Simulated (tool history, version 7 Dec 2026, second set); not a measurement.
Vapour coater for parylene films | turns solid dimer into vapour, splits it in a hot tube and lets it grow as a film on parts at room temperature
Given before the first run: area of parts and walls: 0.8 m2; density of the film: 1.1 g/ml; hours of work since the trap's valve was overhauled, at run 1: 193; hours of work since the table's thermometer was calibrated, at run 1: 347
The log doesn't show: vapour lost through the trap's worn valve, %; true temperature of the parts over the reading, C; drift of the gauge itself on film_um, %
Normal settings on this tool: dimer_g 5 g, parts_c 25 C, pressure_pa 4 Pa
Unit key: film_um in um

run	hour	dimer_g	parts_c	pressure_pa	hours of work since the trap's valve was overhauled	hours of work since the table's thermometer was calibrated	film_um
1	0	5	25	4	193	347	3.42
2	45.5	5	21	4	217	370	3.88
# hour 112.5: trap's valve overhauled
3	130.5	2	21	4	9	412	1.64
4	183	2	21	4	36	439	1.65
5	266.6	5	31	4	80	482	3.05
6	302	5	31	4	98	501	3.03
7	383.9	5	25	2.92	140	543	3.69
8	463.2	5	25	2.92	181	584	3.62
9	498.8	5	25	2.92	200	603	3.56
10	572.3	5	25	4	238	641	3.44
# hour 595: trap's valve overhauled
11	630.9	5	25	4	19	669	3.69
12	712.2	3	25	4	61	711	2.2
13	769.5	3	25	4	90	741	2.2
14	826.1	5	25	4	120	770	3.59
15	895.5	9	33	7.48	155	806	4.86
16	955.1	5	26	2.42	186	837	3.63
17	1020.6	5	26	2.42	220	870	3.62
18	1072.3	4	32	3.24	247	897	2.37
# hour 1082.6: trap's valve overhauled
19	1125.6	4	32	3.24	22	923	2.5
20	1204.4	4	22	3.26	63	963	3.26
21	1264.4	5	35	4	94	994	2.75
# hour 1282.2: table's thermometer calibrated
22	1344.9	5	21	4	135	32	3.92
23	1394.2	5	21	4	161	58	3.91
24	1475.6	5	33	8.43	203	100	2.61
25	1546.6	5	33	8.43	239	137	2.57
# hour 1567.3: trap's valve overhauled
26	1614.5	5	33	8.43	24	170	2.74
27	1660.7	5	33	8.43	48	194	2.73
28	1719	5	20	4	79	224	4.11

Consider 3 possible next runs. They are alternatives, not a sequence: every one starts from the tool as it was left by run 28. What does each give?
A	1790	8	20	4	115	261	?
B	1790	6	21	4	115	261	?
C	1790	5	24	7.87	115	261	?

run	film_um
A	6.61
B	4.8
C	3.46
The same runs, with their run-to-run variation unchanged, on a tool lacking any hidden condition would have given:
run	film_um
A	6.75
B	4.9
C	3.53

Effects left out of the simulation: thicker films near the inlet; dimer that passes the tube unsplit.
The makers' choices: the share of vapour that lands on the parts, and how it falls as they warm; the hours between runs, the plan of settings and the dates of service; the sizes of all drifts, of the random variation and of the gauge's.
